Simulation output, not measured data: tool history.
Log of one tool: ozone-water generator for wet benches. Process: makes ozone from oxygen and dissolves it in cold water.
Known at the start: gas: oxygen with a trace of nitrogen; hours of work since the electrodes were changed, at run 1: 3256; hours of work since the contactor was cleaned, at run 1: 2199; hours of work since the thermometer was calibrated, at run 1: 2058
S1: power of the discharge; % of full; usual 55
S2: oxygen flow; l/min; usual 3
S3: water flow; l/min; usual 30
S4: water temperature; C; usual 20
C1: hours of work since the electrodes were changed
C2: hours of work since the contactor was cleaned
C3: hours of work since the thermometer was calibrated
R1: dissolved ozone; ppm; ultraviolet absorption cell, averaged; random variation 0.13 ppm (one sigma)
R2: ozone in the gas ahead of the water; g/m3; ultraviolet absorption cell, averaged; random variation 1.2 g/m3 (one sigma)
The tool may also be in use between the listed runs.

Run 1, hour 0: usual settings; C1 3256; C2 2199; C3 2058. Result: R1 13.5 ppm, R2 222.5 g/m3.
Run 2, hour 72.7: usual settings; C1 3326; C2 2270; C3 2129. Result: R1 13.4 ppm, R2 224.5 g/m3.
Run 3, hour 132.4: usual settings but S2 4.33 l/min; C1 3385; C2 2328; C3 2187. Result: R1 14.5 ppm, R2 188.2 g/m3.
Run 4, hour 189.2: usual settings but S2 4.33 l/min; C1 3440; C2 2383; C3 2242. Result: R1 14.6 ppm, R2 189 g/m3.
Run 5, hour 241.4: usual settings but S2 4.33 l/min; C1 3491; C2 2434; C3 2293. Result: R1 14.6 ppm, R2 188.3 g/m3.
Run 6, hour 307.7: usual settings but S2 4.33 l/min; C1 3555; C2 2499; C3 2358. Result: R1 14.5 ppm, R2 189.6 g/m3.
Run 7, hour 364.6: usual settings but S2 4.33 l/min; C1 3611; C2 2554; C3 2413. Result: R1 14.6 ppm, R2 189.1 g/m3.
Run 8, hour 440.4: usual settings but S2 4.33 l/min; C1 3685; C2 2628; C3 2487. Result: R1 14.6 ppm, R2 189.4 g/m3.
Run 9, hour 550: usual settings but S2 4.33 l/min; C1 3791; C2 2735; C3 2594. Result: R1 14.6 ppm, R2 190.3 g/m3.
Run 10, hour 617: usual settings but S2 4.33 l/min; C1 3856; C2 2800; C3 2659. Result: R1 14.7 ppm, R2 188.1 g/m3.
At hour 677.7: contactor cleaned.
Run 11, hour 739.9: usual settings but S2 4.33 l/min; C1 3972; C2 61; C3 2775. Result: R1 14.7 ppm, R2 188.4 g/m3.
Run 12, hour 843.5: usual settings; C1 4073; C2 161; C3 2876. Result: R1 13.4 ppm, R2 225 g/m3.
Run 13, hour 945.3: usual settings; C1 4172; C2 261; C3 2975. Result: R1 13.3 ppm, R2 223.6 g/m3.
Run 14, hour 1056.1: usual settings; C1 4280; C2 369; C3 3083. Result: R1 13.2 ppm, R2 223.5 g/m3.
Run 15, hour 1132: usual settings; C1 4354; C2 442; C3 3157. Result: R1 13.4 ppm, R2 224.5 g/m3.
Run 16, hour 1208.7: usual settings; C1 4429; C2 517; C3 3231. Result: R1 13.4 ppm, R2 226.7 g/m3.
Run 17, hour 1320.5: usual settings; C1 4538; C2 626; C3 3340. Result: R1 13.4 ppm, R2 224.2 g/m3.
Run 18, hour 1446.1: usual settings but S3 23 l/min; C1 4660; C2 748; C3 3462. Result: R1 16.9 ppm, R2 223.1 g/m3.
Run 19, hour 1554.1: usual settings but S1 91 % of full, S2 4.12 l/min, S3 33 l/min, S4 25 C; C1 4765; C2 853; C3 3568. Result: R1 19 ppm, R2 292.7 g/m3.
Run 20, hour 1633.7: usual settings but S2 3.58 l/min, S3 47 l/min, S4 16 C; C1 4843; C2 931; C3 3645. Result: R1 9.7 ppm, R2 205 g/m3.
Run 21, hour 1692.4: usual settings but S2 2 l/min, S3 19 l/min, S4 15 C; C1 4900; C2 988; C3 3702. Result: R1 18.4 ppm, R2 274 g/m3.
Run 22, hour 1762.7: usual settings but S1 75 % of full, S3 38 l/min, S4 17 C; C1 4968; C2 1057; C3 3771. Result: R1 14 ppm, R2 288.8 g/m3.
Run 23, hour 1864.6: usual settings but S1 46 % of full, S2 4.47 l/min, S3 37 l/min, S4 23 C; C1 5068; C2 1156; C3 3870. Result: R1 10.5 ppm, R2 159.7 g/m3.
Run 24, hour 1940.6: usual settings but S1 47 % of full, S2 3.24 l/min, S3 31 l/min, S4 26 C; C1 5142; C2 1230; C3 3944. Result: R1 11.1 ppm, R2 189.4 g/m3.
Run 25, hour 2024.5: usual settings but S1 92 % of full, S2 3.24 l/min, S3 22 l/min, S4 22 C; C1 5223; C2 1312; C3 4026. Result: R1 26.2 ppm, R2 334.1 g/m3.
Run 26, hour 2095.7: usual settings but S1 92 % of full, S2 2.19 l/min, S3 22 l/min, S4 13 C; C1 5293; C2 1381; C3 4095. Result: R1 25.7 ppm, R2 400.4 g/m3.
Run 27, hour 2164.9: usual settings but S1 64 % of full, S2 1.58 l/min, S3 35 l/min, S4 19 C; C1 5360; C2 1448; C3 4162. Result: R1 10.5 ppm, R2 344.6 g/m3.
Run 28, hour 2254.7: usual settings but S1 47 % of full, S2 4.4 l/min, S3 35 l/min, S4 19 C; C1 5447; C2 1536; C3 4250. Result: R1 11.4 ppm, R2 164.4 g/m3.
Run 29, hour 2317.7: usual settings but S1 93 % of full, S2 4.95 l/min, S3 23 l/min, S4 16 C; C1 5509; C2 1597; C3 4311. Result: R1 29.2 ppm, R2 274.3 g/m3.
Run 30, hour 2401: usual settings but S2 4.34 l/min, S3 23 l/min; C1 5590; C2 1678; C3 4392. Result: R1 17.8 ppm, R2 189.1 g/m3.
Run 31, hour 2466.2: usual settings but S2 4.34 l/min, S3 23 l/min, S4 13 C; C1 5653; C2 1742; C3 4456. Result: R1 19.1 ppm, R2 187.8 g/m3.
At hour 2476.1: water thermometer calibrated.
Run 32, hour 2552.3: usual settings but S2 2.33 l/min, S3 24 l/min, S4 17 C; C1 5737; C2 1825; C3 74. Result: R1 15.5 ppm, R2 252.9 g/m3.
Run 33, hour 2676.1: usual settings but S1 76 % of full, S2 4.51 l/min; C1 5857; C2 1946; C3 195. Result: R1 19.4 ppm, R2 241 g/m3.

4 ways to go on from here, each from the tool as it stands after run 33. What would each give?
Run A, hour 2753.3: usual settings but S1 76 % of full, S2 4.51 l/min, S4 21 C; C1 5933; C2 2021; C3 270. Result: R1 ?, R2 ?.
Run B, hour 2753.3: usual settings but S1 76 % of full, S2 4.32 l/min, S4 25 C; C1 5933; C2 2021; C3 270. Result: R1 ?, R2 ?.
Run C, hour 2753.3: usual settings but S2 2.46 l/min; C1 5933; C2 2021; C3 270. Result: R1 ?, R2 ?.
Run D, hour 2753.3: usual settings but S1 54 % of full; C1 5933; C2 2021; C3 270. Result: R1 ?, R2 ?.

run    R1     R2
  A  18.9    243
  B  17.9  246.8
  C  12.7  247.8
  D  13.2  222.5
Without the tool's hidden state the same runs would have given:
run    R1     R2
  A    19  243.6
  B  17.9  247.4
  C  12.7  248.2
  D  13.2  222.9

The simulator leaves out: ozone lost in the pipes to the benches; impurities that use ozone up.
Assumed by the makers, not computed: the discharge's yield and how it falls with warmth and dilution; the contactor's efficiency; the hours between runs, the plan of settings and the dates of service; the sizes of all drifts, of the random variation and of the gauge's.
